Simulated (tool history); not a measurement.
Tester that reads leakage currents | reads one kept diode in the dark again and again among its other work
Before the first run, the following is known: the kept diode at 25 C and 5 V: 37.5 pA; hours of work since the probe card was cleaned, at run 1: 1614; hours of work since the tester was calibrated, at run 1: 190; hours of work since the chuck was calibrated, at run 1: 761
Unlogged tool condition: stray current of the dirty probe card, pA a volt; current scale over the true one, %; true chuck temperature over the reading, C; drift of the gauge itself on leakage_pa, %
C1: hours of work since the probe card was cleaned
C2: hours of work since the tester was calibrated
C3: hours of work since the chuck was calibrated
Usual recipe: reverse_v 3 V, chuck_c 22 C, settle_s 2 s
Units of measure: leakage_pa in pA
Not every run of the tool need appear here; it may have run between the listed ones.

Run 1, hour 0: usual settings; C1 1614; C2 190; C3 761. Result: leakage_pa 26.38 pA.
At hour 49.3: probe card cleaned and baked.
Run 2, hour 65.2: usual settings; C1 9; C2 224; C3 796. Result: leakage_pa 27.52 pA.
Run 3, hour 120.9: usual settings but chuck_c 31 C; C1 40; C2 255; C3 827. Result: leakage_pa 54.69 pA.
Run 4, hour 175.3: usual settings but chuck_c 31 C; C1 70; C2 286; C3 857. Result: leakage_pa 54.7 pA.
Run 5, hour 279.7: usual settings but chuck_c 31 C; C1 128; C2 344; C3 915. Result: leakage_pa 55.22 pA.
Run 6, hour 377.8: usual settings but settle_s 0.37 s; C1 183; C2 398; C3 970. Result: leakage_pa 28.14 pA.
Run 7, hour 478.3: usual settings; C1 239; C2 454; C3 1026. Result: leakage_pa 27.94 pA.
At hour 561.4: probe card cleaned and baked, once more.
Run 8, hour 601: usual settings; C1 22; C2 521; C3 1093. Result: leakage_pa 24.91 pA.
Run 9, hour 695.2: usual settings; C1 75; C2 574; C3 1145. Result: leakage_pa 25.11 pA.
Run 10, hour 806.3: usual settings; C1 136; C2 635; C3 1207. Result: leakage_pa 25.55 pA.
Run 11, hour 891.8: usual settings; C1 184; C2 683; C3 1255. Result: leakage_pa 25.45 pA.
Run 12, hour 974.9: usual settings; C1 230; C2 729; C3 1301. Result: leakage_pa 25.55 pA.
Run 13, hour 1080.8: usual settings but reverse_v 1.59 V, chuck_c 26 C, settle_s 0.56 s; C1 289; C2 788; C3 1360. Result: leakage_pa 26.87 pA.
At hour 1147.3: chuck's temperature calibrated.
Run 14, hour 1153.3: usual settings but reverse_v 1.59 V, settle_s 1.6 s; C1 329; C2 828; C3 3. Result: leakage_pa 17.45 pA.
Run 15, hour 1205: usual settings but reverse_v 1.59 V, settle_s 1.6 s; C1 357; C2 857; C3 32. Result: leakage_pa 17.41 pA.
Run 16, hour 1303.2: usual settings but reverse_v 8.77 V, settle_s 1.13 s; C1 412; C2 911; C3 87. Result: leakage_pa 39.42 pA.
Run 17, hour 1376.3: usual settings but reverse_v 8.77 V, settle_s 1.13 s; C1 453; C2 952; C3 128. Result: leakage_pa 39.78 pA.
Run 18, hour 1477.8: usual settings but reverse_v 11.78 V, chuck_c 48 C, settle_s 0.43 s; C1 509; C2 1009; C3 184. Result: leakage_pa 344.43 pA.
Run 19, hour 1537.4: usual settings but reverse_v 1.45 V, settle_s 2.54 s; C1 543; C2 1042; C3 217. Result: leakage_pa 17.07 pA.
Run 20, hour 1650.6: usual settings but chuck_c 24 C; C1 606; C2 1105; C3 280. Result: leakage_pa 28.37 pA.
Run 21, hour 1731.1: usual settings but chuck_c 24 C; C1 651; C2 1150; C3 325. Result: leakage_pa 28.48 pA.
Run 22, hour 1787.7: usual settings but chuck_c 24 C; C1 682; C2 1181; C3 357. Result: leakage_pa 28.68 pA.
Run 23, hour 1839: usual settings but chuck_c 24 C; C1 711; C2 1210; C3 385. Result: leakage_pa 28.76 pA.

Subtracting, for every run, the result it would have given without the tool's unlogged condition from the measured result gives the following. The same run-to-run variation enters both numbers; the gauge's scatter may not:
run  leakage_pa
  1       +3.15
  2       +4.06
  3       +5.55
  4       +5.67
  5       +5.93
  6       +4.46
  7       +4.64
  8        +1.9
  9       +2.04
 10       +2.22
 11       +2.34
 12       +2.46
 13       +2.53
 14        +0.1
 15       +0.14
 16       +1.34
 17       +1.57
 18       +4.28
 19       +0.43
 20          +1
 21       +1.13
 22       +1.22
 23        +1.3
